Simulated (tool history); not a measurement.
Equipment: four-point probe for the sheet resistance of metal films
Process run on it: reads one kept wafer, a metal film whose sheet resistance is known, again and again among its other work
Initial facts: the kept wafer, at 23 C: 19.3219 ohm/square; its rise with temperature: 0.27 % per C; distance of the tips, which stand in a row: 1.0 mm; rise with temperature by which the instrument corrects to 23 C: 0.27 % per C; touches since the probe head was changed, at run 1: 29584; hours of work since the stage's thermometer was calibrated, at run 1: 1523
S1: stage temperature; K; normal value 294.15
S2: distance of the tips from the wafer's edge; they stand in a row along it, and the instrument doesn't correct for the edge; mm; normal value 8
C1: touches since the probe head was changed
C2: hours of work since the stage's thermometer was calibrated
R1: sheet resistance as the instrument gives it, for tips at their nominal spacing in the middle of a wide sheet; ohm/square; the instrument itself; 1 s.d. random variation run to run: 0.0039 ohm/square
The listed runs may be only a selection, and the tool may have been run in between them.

Run 1, hour 0.0: usual settings; C1 29584; C2 1523. Result: R1 19.431547 ohm/square.
Run 2, hour 14.1: usual settings; C1 30070; C2 1530. Result: R1 19.420947 ohm/square.
Run 3, hour 24.8: usual settings but S2 16 mm; C1 30439; C2 1534. Result: R1 19.308542 ohm/square.
Run 4, hour 40.0: usual settings but S2 12 mm; C1 30964; C2 1541. Result: R1 19.335870 ohm/square.
Run 5, hour 54.8: usual settings; C1 31476; C2 1548. Result: R1 19.428272 ohm/square.
Run 6, hour 69.5: usual settings; C1 31986; C2 1554. Result: R1 19.423319 ohm/square.
Run 7, hour 92.4: usual settings; C1 32776; C2 1564. Result: R1 19.429703 ohm/square.
Run 8, hour 109.5: usual settings; C1 33365; C2 1572. Result: R1 19.429939 ohm/square.
Run 9, hour 120.6: usual settings; C1 33748; C2 1577. Result: R1 19.425061 ohm/square.
Run 10, hour 130.6: usual settings; C1 34095; C2 1581. Result: R1 19.419907 ohm/square.
Run 11, hour 145.8: usual settings; C1 34619; C2 1588. Result: R1 19.427420 ohm/square.
Run 12, hour 157.0: usual settings; C1 35007; C2 1593. Result: R1 19.427494 ohm/square.
Run 13, hour 179.6: usual settings but S2 17 mm; C1 35786; C2 1603. Result: R1 19.300466 ohm/square.
Run 14, hour 197.6: usual settings but S2 17 mm; C1 36410; C2 1611. Result: R1 19.294594 ohm/square.
Run 15, hour 214.2: usual settings but S2 17 mm; C1 36983; C2 1619. Result: R1 19.294828 ohm/square.
Run 16, hour 225.4: usual settings but S1 307.15 K, S2 17 mm; C1 37371; C2 1624. Result: R1 19.288655 ohm/square.
At hour 227.7: stage's thermometer calibrated.
Run 17, hour 235.2: usual settings but S1 307.15 K, S2 17 mm; C1 37692; C2 3. Result: R1 19.308306 ohm/square.
Run 18, hour 253.9: usual settings; C1 38336; C2 12. Result: R1 19.427129 ohm/square.
Run 19, hour 273.2: usual settings; C1 39002; C2 20. Result: R1 19.425694 ohm/square.
At hour 275.6: stage's thermometer calibrated, once more.
Run 20, hour 295.0: usual settings but S2 5 mm; C1 39739; C2 9. Result: R1 19.658126 ohm/square.
Run 21, hour 310.1: usual settings but S2 69 mm; C1 40261; C2 15. Result: R1 19.247361 ohm/square.
Run 22, hour 329.6: usual settings but S2 69 mm; C1 40933; C2 24. Result: R1 19.248124 ohm/square.
Run 23, hour 339.6: usual settings but S2 69 mm; C1 41279; C2 28. Result: R1 19.248973 ohm/square.
Run 24, hour 359.9: usual settings but S2 69 mm; C1 41979; C2 38. Result: R1 19.246114 ohm/square.
Run 25, hour 375.9: usual settings but S1 301.15 K, S2 24 mm; C1 42533; C2 45. Result: R1 19.255577 ohm/square.

Run 26 comes next. What will it give?
Run 26, hour 397.2: usual settings but S1 301.15 K, S2 24 mm; C1 43269; C2 54. Result: R1 ?.

Run 26 produced R1 19.263544 ohm/square.
Minus the tool's unlogged condition, the same run would have read R1 19.340164 ohm/square.

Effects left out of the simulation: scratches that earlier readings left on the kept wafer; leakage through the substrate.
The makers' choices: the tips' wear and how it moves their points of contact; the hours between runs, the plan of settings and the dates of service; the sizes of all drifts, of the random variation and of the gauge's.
